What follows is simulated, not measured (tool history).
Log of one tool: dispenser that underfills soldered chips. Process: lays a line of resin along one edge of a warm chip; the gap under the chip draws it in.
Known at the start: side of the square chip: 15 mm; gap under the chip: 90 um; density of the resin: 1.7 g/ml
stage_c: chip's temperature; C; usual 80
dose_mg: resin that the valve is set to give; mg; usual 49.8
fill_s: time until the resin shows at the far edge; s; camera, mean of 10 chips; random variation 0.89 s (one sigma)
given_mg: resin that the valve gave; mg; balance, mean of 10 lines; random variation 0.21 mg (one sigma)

run 1 hour=0 | stage_c=80 dose_mg=49.8 | fill_s=141.2 given_mg=45.3
-- hour=1 new syringe of resin
run 2 hour=3.6 | stage_c=80 dose_mg=49.8 | fill_s=102.4 given_mg=45.23
run 3 hour=7.3 | stage_c=80 dose_mg=49.8 | fill_s=124.6 given_mg=44.91
-- hour=10.2 new syringe of resin
run 4 hour=11.1 | stage_c=95 dose_mg=49.8 | fill_s=46.4 given_mg=44.99
-- hour=16.5 dispensing valve cleaned and set on the balance
run 5 hour=18 | stage_c=80 dose_mg=48.9 | fill_s=124.8 given_mg=48.86
-- hour=20.2 new syringe of resin
run 6 hour=24 | stage_c=80 dose_mg=48.9 | fill_s=107.6 given_mg=48.84
-- hour=29.3 new syringe of resin
run 7 hour=29.5 | stage_c=80 dose_mg=49.8 | fill_s=86.9 given_mg=49.65
run 8 hour=33.5 | stage_c=80 dose_mg=56.4 | fill_s=106.6 given_mg=56.1
-- hour=38.2 new syringe of resin
run 9 hour=38.5 | stage_c=80 dose_mg=56.4 | fill_s=86.6 given_mg=55.54
run 10 hour=41.1 | stage_c=80 dose_mg=45.9 | fill_s=105.1 given_mg=45.49
run 11 hour=46.5 | stage_c=80 dose_mg=45.9 | fill_s=143.7 given_mg=45.16
-- hour=47.4 new syringe of resin
run 12 hour=52 | stage_c=89 dose_mg=47.8 | fill_s=77 given_mg=46.8
-- hour=56.4 new syringe of resin
run 13 hour=57.1 | stage_c=85 dose_mg=54.5 | fill_s=71.1 given_mg=52.98
run 14 hour=62 | stage_c=82 dose_mg=44.2 | fill_s=114.6 given_mg=43.16
-- hour=65.3 new syringe of resin
run 15 hour=66.4 | stage_c=84 dose_mg=45 | fill_s=78.1 given_mg=43.71
run 16 hour=71.4 | stage_c=77 dose_mg=43.3 | fill_s=144.5 given_mg=42.06
-- hour=74.2 new syringe of resin
run 17 hour=76.5 | stage_c=88 dose_mg=51.5 | fill_s=69 given_mg=49.58
run 18 hour=81.9 | stage_c=84 dose_mg=49.8 | fill_s=112.7 given_mg=47.78

3 ways to go on from here, each from the tool as it stands after run 18. What would each give?
-- hour=83.3 new syringe of resin
run A hour=86.6 | stage_c=78 dose_mg=49.8 | fill_s=? given_mg=?
-- hour=83.3 new syringe of resin
run B hour=86.6 | stage_c=92 dose_mg=54.5 | fill_s=? given_mg=?
-- hour=83.3 new syringe of resin
run C hour=86.6 | stage_c=77 dose_mg=44.9 | fill_s=? given_mg=?

run=A fill_s=114.7 given_mg=47.55
run=B fill_s=60.1 given_mg=52.4
run=C fill_s=124 given_mg=42.74
Without the tool's hidden state the same runs would have given:
run=A fill_s=91.1 given_mg=49.75
run=B fill_s=48 given_mg=54.82
run=C fill_s=98.1 given_mg=44.72

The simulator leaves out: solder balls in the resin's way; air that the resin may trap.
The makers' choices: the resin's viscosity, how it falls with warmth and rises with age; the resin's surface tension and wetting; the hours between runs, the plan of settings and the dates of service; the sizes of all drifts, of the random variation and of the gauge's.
